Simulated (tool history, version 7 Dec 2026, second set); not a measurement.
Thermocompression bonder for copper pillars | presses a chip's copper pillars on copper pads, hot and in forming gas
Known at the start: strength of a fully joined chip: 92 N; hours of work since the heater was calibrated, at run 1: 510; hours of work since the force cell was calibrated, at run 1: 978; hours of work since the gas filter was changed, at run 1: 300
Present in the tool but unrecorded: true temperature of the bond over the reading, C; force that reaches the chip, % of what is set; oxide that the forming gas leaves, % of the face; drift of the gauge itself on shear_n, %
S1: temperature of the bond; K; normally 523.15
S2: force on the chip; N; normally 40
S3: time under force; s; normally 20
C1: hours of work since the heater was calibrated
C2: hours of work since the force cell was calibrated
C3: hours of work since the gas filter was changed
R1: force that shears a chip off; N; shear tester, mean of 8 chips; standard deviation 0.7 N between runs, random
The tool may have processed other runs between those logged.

run,hour,S1,S2,S3,C1,C2,C3,R1
1,0.0,523.15,40,20,510,978,300,43.0
2,21.3,523.15,40,20,526,993,316,43.1
3,50.4,523.15,40,20,547,1014,337,43.2
4,83.5,548.15,40,20,571,1038,361,54.6
5,117.6,548.15,40,20,595,1063,386,53.1
6,133.2,548.15,40,20,607,1074,397,51.1
7,157.9,548.15,40,20,625,1092,415,53.3
8,183.0,548.15,40,20,643,1110,433,52.4
9,209.2,548.15,40,20,662,1129,452,50.4
10,241.0,523.15,40,20,685,1152,475,39.4
11,257.4,523.15,40,24,697,1164,487,42.6
# hour 265.2: forming gas filter changed
12,279.7,523.15,40,24,712,1180,11,46.3
13,306.8,523.15,40,24,732,1200,30,47.1
14,328.7,523.15,58,19,748,1215,46,54.9
15,357.1,523.15,58,13,768,1236,67,48.0
16,377.6,508.15,30,20,783,1251,81,27.9
17,399.7,510.15,27,15,799,1267,97,24.3
18,414.0,516.15,27,21,810,1277,108,30.2
19,433.5,515.15,40,38,824,1291,122,49.8
20,450.1,525.15,40,55,836,1303,134,60.4
21,476.7,539.15,36,59,855,1323,153,64.3
# hour 488.6: force cell calibrated
22,507.8,539.15,36,59,877,14,175,64.6
# hour 523.1: heater calibrated with a thermocouple chip
23,544.2,523.15,40,39,15,39,199,57.0
24,558.9,532.15,32,38,26,49,210,52.7
25,578.6,526.15,33,20,40,64,224,41.1

3 ways to go on from here, each from the tool as it stands after run 25. What would each give?
A,603.2,493.15,34,46,58,81,242,?
B,603.2,517.15,29,11,58,81,242,?
C,603.2,509.15,31,18,58,81,242,?

run,R1
A,41.0
B,26.2
C,30.6
With the hidden condition removed and each run's random variation left untouched, the same runs would have given:
run,R1
A,43.6
B,27.9
C,32.6
